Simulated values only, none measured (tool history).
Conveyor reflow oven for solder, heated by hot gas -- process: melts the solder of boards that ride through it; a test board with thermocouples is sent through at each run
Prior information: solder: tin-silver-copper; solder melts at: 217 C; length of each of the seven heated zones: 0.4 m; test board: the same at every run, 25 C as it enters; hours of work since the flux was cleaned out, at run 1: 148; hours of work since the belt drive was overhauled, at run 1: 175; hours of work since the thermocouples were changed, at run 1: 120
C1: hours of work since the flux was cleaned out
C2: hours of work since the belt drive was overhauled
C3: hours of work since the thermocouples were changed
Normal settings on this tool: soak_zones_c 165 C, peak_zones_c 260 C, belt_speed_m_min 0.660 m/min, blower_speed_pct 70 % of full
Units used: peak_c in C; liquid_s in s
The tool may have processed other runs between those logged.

{"run": 1, "hour": 0.0, "soak_zones_c": 165, "peak_zones_c": 260, "belt_speed_m_min": 0.66, "blower_speed_pct": 70, "C1": 148, "C2": 175, "C3": 120, "peak_c": 243.8, "liquid_s": 45.1}
{"run": 2, "hour": 24.7, "soak_zones_c": 165, "peak_zones_c": 260, "belt_speed_m_min": 0.66, "blower_speed_pct": 70, "C1": 162, "C2": 189, "C3": 134, "peak_c": 243.6, "liquid_s": 45.5}
{"run": 3, "hour": 51.5, "soak_zones_c": 165, "peak_zones_c": 260, "belt_speed_m_min": 0.66, "blower_speed_pct": 70, "C1": 177, "C2": 204, "C3": 149, "peak_c": 243.7, "liquid_s": 45.0}
{"run": 4, "hour": 76.5, "soak_zones_c": 165, "peak_zones_c": 260, "belt_speed_m_min": 0.619, "blower_speed_pct": 70, "C1": 191, "C2": 218, "C3": 163, "peak_c": 245.5, "liquid_s": 50.5}
{"run": 5, "hour": 93.9, "soak_zones_c": 165, "peak_zones_c": 269, "belt_speed_m_min": 0.619, "blower_speed_pct": 70, "C1": 200, "C2": 228, "C3": 173, "peak_c": 253.2, "liquid_s": 56.4}
{"run": 6, "hour": 109.2, "soak_zones_c": 165, "peak_zones_c": 269, "belt_speed_m_min": 0.619, "blower_speed_pct": 70, "C1": 209, "C2": 236, "C3": 181, "peak_c": 253.3, "liquid_s": 56.4}
{"run": 7, "hour": 145.3, "soak_zones_c": 165, "peak_zones_c": 260, "belt_speed_m_min": 0.66, "blower_speed_pct": 70, "C1": 229, "C2": 257, "C3": 202, "peak_c": 243.3, "liquid_s": 44.8}
{"run": 8, "hour": 180.2, "soak_zones_c": 165, "peak_zones_c": 260, "belt_speed_m_min": 0.66, "blower_speed_pct": 76, "C1": 249, "C2": 276, "C3": 221, "peak_c": 244.5, "liquid_s": 46.3}
{"run": 9, "hour": 214.2, "soak_zones_c": 165, "peak_zones_c": 260, "belt_speed_m_min": 0.66, "blower_speed_pct": 76, "C1": 268, "C2": 295, "C3": 240, "peak_c": 244.5, "liquid_s": 46.0}
{"run": 10, "hour": 243.6, "soak_zones_c": 165, "peak_zones_c": 260, "belt_speed_m_min": 0.66, "blower_speed_pct": 76, "C1": 284, "C2": 312, "C3": 257, "peak_c": 244.2, "liquid_s": 46.1}
{"run": 11, "hour": 277.2, "soak_zones_c": 165, "peak_zones_c": 260, "belt_speed_m_min": 0.53, "blower_speed_pct": 70, "C1": 303, "C2": 330, "C3": 276, "peak_c": 249.6, "liquid_s": 64.7}
{"run": 12, "hour": 307.5, "soak_zones_c": 165, "peak_zones_c": 260, "belt_speed_m_min": 0.53, "blower_speed_pct": 77, "C1": 320, "C2": 347, "C3": 293, "peak_c": 250.5, "liquid_s": 65.8}
{"run": 13, "hour": 332.5, "soak_zones_c": 165, "peak_zones_c": 260, "belt_speed_m_min": 0.66, "blower_speed_pct": 70, "C1": 334, "C2": 362, "C3": 307, "peak_c": 242.7, "liquid_s": 44.0}
{"run": 14, "hour": 365.6, "soak_zones_c": 165, "peak_zones_c": 260, "belt_speed_m_min": 0.66, "blower_speed_pct": 70, "C1": 353, "C2": 380, "C3": 325, "peak_c": 242.5, "liquid_s": 43.7}
{"run": 15, "hour": 392.8, "soak_zones_c": 170, "peak_zones_c": 250, "belt_speed_m_min": 0.66, "blower_speed_pct": 70, "C1": 368, "C2": 395, "C3": 340, "peak_c": 234.8, "liquid_s": 37.6}
{"run": 16, "hour": 427.2, "soak_zones_c": 170, "peak_zones_c": 250, "belt_speed_m_min": 0.66, "blower_speed_pct": 70, "C1": 387, "C2": 415, "C3": 360, "peak_c": 235.1, "liquid_s": 37.6}
{"run": 17, "hour": 446.2, "soak_zones_c": 179, "peak_zones_c": 267, "belt_speed_m_min": 0.548, "blower_speed_pct": 54, "C1": 398, "C2": 425, "C3": 370, "peak_c": 252.7, "liquid_s": 68.8}
{"run": 18, "hour": 470.4, "soak_zones_c": 176, "peak_zones_c": 260, "belt_speed_m_min": 0.66, "blower_speed_pct": 70, "C1": 411, "C2": 439, "C3": 384, "peak_c": 244.5, "liquid_s": 49.3}
{"run": 19, "hour": 488.3, "soak_zones_c": 165, "peak_zones_c": 264, "belt_speed_m_min": 0.66, "blower_speed_pct": 70, "C1": 421, "C2": 449, "C3": 394, "peak_c": 245.7, "liquid_s": 46.0}
{"run": 20, "hour": 524.2, "soak_zones_c": 162, "peak_zones_c": 254, "belt_speed_m_min": 0.724, "blower_speed_pct": 70, "C1": 441, "C2": 469, "C3": 414, "peak_c": 233.3, "liquid_s": 28.6}
{"hour": 537.7, "done": "flux residue cleaned out of gas plates and filters"}
{"run": 21, "hour": 558.4, "soak_zones_c": 162, "peak_zones_c": 254, "belt_speed_m_min": 0.724, "blower_speed_pct": 70, "C1": 12, "C2": 485, "C3": 430, "peak_c": 238.0, "liquid_s": 34.8}
{"run": 22, "hour": 587.2, "soak_zones_c": 162, "peak_zones_c": 254, "belt_speed_m_min": 0.724, "blower_speed_pct": 70, "C1": 28, "C2": 501, "C3": 447, "peak_c": 237.8, "liquid_s": 34.9}
{"run": 23, "hour": 616.8, "soak_zones_c": 162, "peak_zones_c": 254, "belt_speed_m_min": 0.724, "blower_speed_pct": 70, "C1": 44, "C2": 518, "C3": 463, "peak_c": 237.3, "liquid_s": 35.0}
{"run": 24, "hour": 643.7, "soak_zones_c": 159, "peak_zones_c": 272, "belt_speed_m_min": 0.66, "blower_speed_pct": 70, "C1": 59, "C2": 533, "C3": 478, "peak_c": 255.6, "liquid_s": 52.7}
{"run": 25, "hour": 660.2, "soak_zones_c": 159, "peak_zones_c": 272, "belt_speed_m_min": 0.66, "blower_speed_pct": 70, "C1": 69, "C2": 542, "C3": 487, "peak_c": 255.5, "liquid_s": 52.7}

3 options for the next run, each taken on its own from the tool as it stands now. Forecast them:
{"run": "A", "hour": 682.6, "soak_zones_c": 159, "peak_zones_c": 272, "belt_speed_m_min": 0.696, "blower_speed_pct": 70, "C1": 81, "C2": 555, "C3": 500, "peak_c": "?", "liquid_s": "?"}
{"run": "B", "hour": 682.6, "soak_zones_c": 159, "peak_zones_c": 267, "belt_speed_m_min": 0.66, "blower_speed_pct": 59, "C1": 81, "C2": 555, "C3": 500, "peak_c": "?", "liquid_s": "?"}
{"run": "C", "hour": 682.6, "soak_zones_c": 165, "peak_zones_c": 256, "belt_speed_m_min": 0.623, "blower_speed_pct": 59, "C1": 81, "C2": 555, "C3": 500, "peak_c": "?", "liquid_s": "?"}

run=A peak_c=253.7 liquid_s=48.1
run=B peak_c=247.7 liquid_s=46.5
run=C peak_c=241.3 liquid_s=46.1
Without the tool's hidden state the same runs would have given:
run=A peak_c=252.9 liquid_s=47.0
run=B peak_c=246.7 liquid_s=45.2
run=C peak_c=240.3 liquid_s=44.5

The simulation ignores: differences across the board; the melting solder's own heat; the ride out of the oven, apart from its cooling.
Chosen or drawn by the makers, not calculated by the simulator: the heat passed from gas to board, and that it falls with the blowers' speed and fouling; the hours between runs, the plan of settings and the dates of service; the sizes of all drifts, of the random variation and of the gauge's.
